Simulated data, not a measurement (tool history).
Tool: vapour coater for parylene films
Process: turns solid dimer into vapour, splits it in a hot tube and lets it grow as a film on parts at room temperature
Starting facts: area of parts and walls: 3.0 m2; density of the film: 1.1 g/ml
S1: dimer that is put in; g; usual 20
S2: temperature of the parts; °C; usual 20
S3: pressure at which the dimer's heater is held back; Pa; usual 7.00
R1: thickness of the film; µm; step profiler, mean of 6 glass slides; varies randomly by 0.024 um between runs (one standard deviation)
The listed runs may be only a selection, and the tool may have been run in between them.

{"run": 1, "day": 0.0, "S1": 20, "S2": 20, "S3": 7.0, "R1": 3.24}
{"run": 2, "day": 1.246, "S1": 20, "S2": 20, "S3": 7.0, "R1": 3.27}
{"run": 3, "day": 3.188, "S1": 20, "S2": 20, "S3": 7.0, "R1": 3.25}
{"run": 4, "day": 4.829, "S1": 20, "S2": 20, "S3": 7.0, "R1": 3.25}
{"run": 5, "day": 6.596, "S1": 16, "S2": 20, "S3": 7.0, "R1": 2.54}
{"run": 6, "day": 8.075, "S1": 16, "S2": 20, "S3": 7.0, "R1": 2.57}
{"run": 7, "day": 9.567, "S1": 20, "S2": 20, "S3": 7.0, "R1": 3.17}
{"run": 8, "day": 10.588, "S1": 20, "S2": 20, "S3": 7.0, "R1": 3.19}
{"run": 9, "day": 11.817, "S1": 20, "S2": 20, "S3": 7.0, "R1": 3.15}
{"day": 13.008, "done": "trap's valve overhauled"}
{"run": 10, "day": 13.008, "S1": 20, "S2": 27, "S3": 7.0, "R1": 2.7}
{"run": 11, "day": 15.012, "S1": 20, "S2": 27, "S3": 7.0, "R1": 2.71}
{"run": 12, "day": 16.417, "S1": 20, "S2": 20, "S3": 7.0, "R1": 3.43}
{"run": 13, "day": 18.254, "S1": 20, "S2": 20, "S3": 7.0, "R1": 3.4}
{"run": 14, "day": 19.821, "S1": 13, "S2": 21, "S3": 2.71, "R1": 2.63}
{"day": 20.067, "done": "table's thermometer calibrated"}
{"run": 15, "day": 20.883, "S1": 13, "S2": 21, "S3": 2.71, "R1": 2.69}
{"run": 16, "day": 22.208, "S1": 36, "S2": 21, "S3": 2.39, "R1": 7.58}
{"run": 17, "day": 23.104, "S1": 36, "S2": 21, "S3": 2.39, "R1": 7.55}
{"run": 18, "day": 24.083, "S1": 12, "S2": 13, "S3": 2.39, "R1": 3.37}
{"run": 19, "day": 25.942, "S1": 12, "S2": 13, "S3": 2.39, "R1": 3.31}
{"run": 20, "day": 26.829, "S1": 12, "S2": 13, "S3": 2.39, "R1": 3.31}
{"run": 21, "day": 28.283, "S1": 12, "S2": 13, "S3": 2.39, "R1": 3.33}
{"run": 22, "day": 29.271, "S1": 13, "S2": 18, "S3": 4.01, "R1": 2.67}
{"run": 23, "day": 30.946, "S1": 13, "S2": 18, "S3": 4.01, "R1": 2.64}
{"run": 24, "day": 32.558, "S1": 10, "S2": 14, "S3": 8.78, "R1": 1.98}
{"run": 25, "day": 33.429, "S1": 10, "S2": 29, "S3": 8.78, "R1": 1.13}
{"run": 26, "day": 35.417, "S1": 20, "S2": 26, "S3": 7.0, "R1": 2.59}

Forecast each of these 3 alternatives for the next run:
{"run": "A", "day": 36.579, "S1": 20, "S2": 20, "S3": 4.18, "R1": "?"}
{"run": "B", "day": 36.579, "S1": 11, "S2": 20, "S3": 7.96, "R1": "?"}
{"run": "C", "day": 36.579, "S1": 8, "S2": 26, "S3": 3.05, "R1": "?"}

run=A R1=3.61
run=B R1=1.74
run=C R1=1.27
Stripped of hidden state, with their random variation kept, the same runs would have yielded:
run=A R1=3.98
run=B R1=1.92
run=C R1=1.39
